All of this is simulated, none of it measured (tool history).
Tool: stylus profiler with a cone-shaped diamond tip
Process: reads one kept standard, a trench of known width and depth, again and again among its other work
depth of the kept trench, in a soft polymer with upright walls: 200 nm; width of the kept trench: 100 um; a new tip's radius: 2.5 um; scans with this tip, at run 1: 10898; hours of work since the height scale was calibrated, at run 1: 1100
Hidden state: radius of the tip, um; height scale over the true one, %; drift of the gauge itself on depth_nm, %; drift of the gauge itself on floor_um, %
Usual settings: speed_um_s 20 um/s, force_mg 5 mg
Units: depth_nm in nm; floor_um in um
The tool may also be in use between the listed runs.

run	day	speed_um_s	force_mg	scans with this tip	hours of work since the height scale was calibrated	depth_nm	floor_um
1	0	20	5	10898	1100	201.83	98.01
2	3.904	20	5	11306	1141	201.74	98.02
3	6.075	20	5	11533	1164	201.99	98.02
4	8.267	20	5	11762	1187	201.86	97.97
5	12.288	20	5	12183	1230	201.8	98.02
6	16.121	20	5	12583	1270	201.79	98
7	20.55	20	5	13046	1317	201.94	98.02
8	24.125	20	2.36	13420	1355	201.23	97.93
9	28.65	20	2.74	13893	1402	201.12	98
10	31.804	20	5	14223	1436	201.93	97.97
11	36.483	20	5	14712	1485	201.95	98.02
12	39.425	20	5	15020	1516	201.91	97.98
13	42.358	26	5	15327	1547	201.95	97.9
14	45.392	26	5	15644	1579	201.84	97.95
15	49.971	13	5	16123	1627	201.65	97.96
16	53.9	13	5	16534	1669	201.81	97.98
17	57.783	20	5	16940	1710	202.02	98
18	59.912	20	5	17162	1732	201.8	97.99
19	64.612	20	5	17654	1782	201.88	97.96
20	68.171	20	5	18026	1820	201.79	97.94
21	71.812	19	5	18407	1858	201.87	97.97
22	74.146	49	5	18651	1883	201.77	97.9
23	78.296	49	5	19085	1926	201.69	97.92
24	80.975	6	3.99	19365	1955	201.67	97.97
25	83.642	40	2.2	19644	1983	201.17	97.9
26	86.725	39	4.54	19966	2015	201.84	97.9
27	90.646	15	4.54	20376	2057	201.65	97.97
28	94.392	15	4.54	20768	2096	201.82	98.03
29	98.046	13	5	21150	2135	201.69	98.01
30	101.025	13	5	21461	2166	201.96	97.99
31	103.85	52	2.12	21757	2196	200.73	97.86
32	107.412	9	13.17	22129	2234	203.81	98.04
33	112.138	26	1.99	22623	2284	201.04	97.97
34	114.867	26	1.99	22909	2312	201.09	97.9
35	117.529	31	1.69	23187	2341	200.94	97.92
36	121.471	59	9.85	23599	2382	203.19	97.92
37	124.258	59	9.85	23891	2412	202.98	97.9
38	128.596	74	12.56	24344	2457	203.41	97.93
# day 130.6: height scale calibrated on a step standard
39	132.446	7	8.3	24745	20	202.56	97.99
40	135.058	7	8.3	25018	47	202.65	98.03
41	137.296	58	5.49	25252	71	201.78	97.91
42	140.783	75	11.92	25617	108	203.33	97.97
43	145.233	19	3.05	26082	154	201.48	97.96
44	148.862	6	1.83	26461	193	201.07	97.97
45	151.883	75	12.56	26777	225	203.67	97.91

3 ways to go on from here, each from the tool as it stands after run 45. What would each give?
A	154.829	42	6.03	27085	256	?	?
B	154.829	6	2.7	27085	256	?	?
C	154.829	20	2.89	27085	256	?	?

run	depth_nm	floor_um
A	201.98	97.95
B	201.37	97.98
C	201.33	97.95
Without the tool's hidden state the same runs would have given:
run	depth_nm	floor_um
A	201.97	97.98
B	201.36	98
C	201.32	97.98

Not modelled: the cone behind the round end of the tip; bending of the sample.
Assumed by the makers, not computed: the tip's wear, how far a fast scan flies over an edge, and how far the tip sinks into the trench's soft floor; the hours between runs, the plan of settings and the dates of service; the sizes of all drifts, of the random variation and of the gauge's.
